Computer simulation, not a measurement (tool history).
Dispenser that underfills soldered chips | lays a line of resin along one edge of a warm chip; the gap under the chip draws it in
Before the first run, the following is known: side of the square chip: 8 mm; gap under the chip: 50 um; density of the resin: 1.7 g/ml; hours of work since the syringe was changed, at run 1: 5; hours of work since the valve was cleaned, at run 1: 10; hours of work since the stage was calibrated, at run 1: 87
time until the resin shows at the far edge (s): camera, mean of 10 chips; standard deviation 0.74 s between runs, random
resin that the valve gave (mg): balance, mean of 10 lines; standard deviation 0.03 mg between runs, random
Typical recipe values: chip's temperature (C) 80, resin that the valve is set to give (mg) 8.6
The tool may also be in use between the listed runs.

| run | hour | chip's temperature (C) | resin that the valve is set to give (mg) | hours of work since the syringe was changed | hours of work since the valve was cleaned | hours of work since the stage was calibrated | time until the resin shows at the far edge (s) | resin that the valve gave (mg) |
|---|---|---|---|---|---|---|---|---|
| 1 | 0 | 80 | 8.6 | 5 | 10 | 87 | 85.4 | 8.55 |
| 2 | 7 | 80 | 8.6 | 10 | 16 | 92 | 103 | 8.51 |
|  | 9.6 | new syringe of resin |
| 3 | 20.1 | 80 | 8.6 | 8 | 25 | 101 | 94.4 | 8.46 |
|  | 26.3 | new syringe of resin |
| 4 | 34.8 | 80 | 8.6 | 6 | 35 | 111 | 88.2 | 8.33 |
|  | 42.7 | new syringe of resin |
| 5 | 49.9 | 80 | 8.6 | 5 | 46 | 122 | 84.5 | 8.34 |
|  | 59.2 | new syringe of resin |
| 6 | 62.1 | 90 | 8.6 | 2 | 54 | 130 | 57.7 | 8.21 |
| 7 | 69.1 | 80 | 8.6 | 7 | 59 | 135 | 93.2 | 8.2 |
|  | 76.4 | new syringe of resin |
|  | 77.4 | dispensing valve cleaned and set on the balance |
| 8 | 87.1 | 66 | 8.6 | 7 | 7 | 147 | 141.4 | 8.6 |
|  | 93.6 | new syringe of resin |
| 9 | 97.8 | 66 | 8.6 | 3 | 14 | 155 | 122.7 | 8.52 |
|  | 110.3 | new syringe of resin |
| 10 | 113.5 | 66 | 8.6 | 2 | 25 | 166 | 120.9 | 8.45 |
| 11 | 125 | 66 | 8.6 | 10 | 34 | 174 | 166.5 | 8.38 |
|  | 127.3 | new syringe of resin |
| 12 | 137.4 | 68 | 8.82 | 7 | 42 | 182 | 133.5 | 8.55 |
|  | 143.7 | new syringe of resin |
| 13 | 153.5 | 68 | 8.82 | 7 | 54 | 194 | 135 | 8.43 |
|  | 160.9 | new syringe of resin |
| 14 | 161.5 | 87 | 7.87 | 0 | 59 | 199 | 60.2 | 7.5 |
|  | 170.6 | dispensing valve cleaned and set on the balance |
| 15 | 175.9 | 87 | 7.87 | 10 | 4 | 209 | 87.5 | 7.82 |

Some steps in time until the resin shows at the far edge (s) between neighbouring runs. How much of each would the tool show without its hidden state too (settings, what came in, random variation), and how much is left for the hidden state, with any gauge scatter that isn't in both results?
What the log doesn't record here: resin's viscosity, % of fresh resin's; dose that the valve gives, % of what is set; true chip temperature over the reading, C; drift of the gauge itself on fill_s, %; drift of the gauge itself on given_mg, %.
Run 10 -> 11: no setting touched and nothing written in the log between the runs. time until the resin shows at the far edge (s) +45.6: hidden state +46.1, all else -0.5.
Run 13 -> 14: chip's temperature (C) 68 -> 87, resin that the valve is set to give (mg) 8.82 -> 7.87, new syringe of resin. time until the resin shows at the far edge (s) -74.8: hidden state -35.1, all else -39.7.
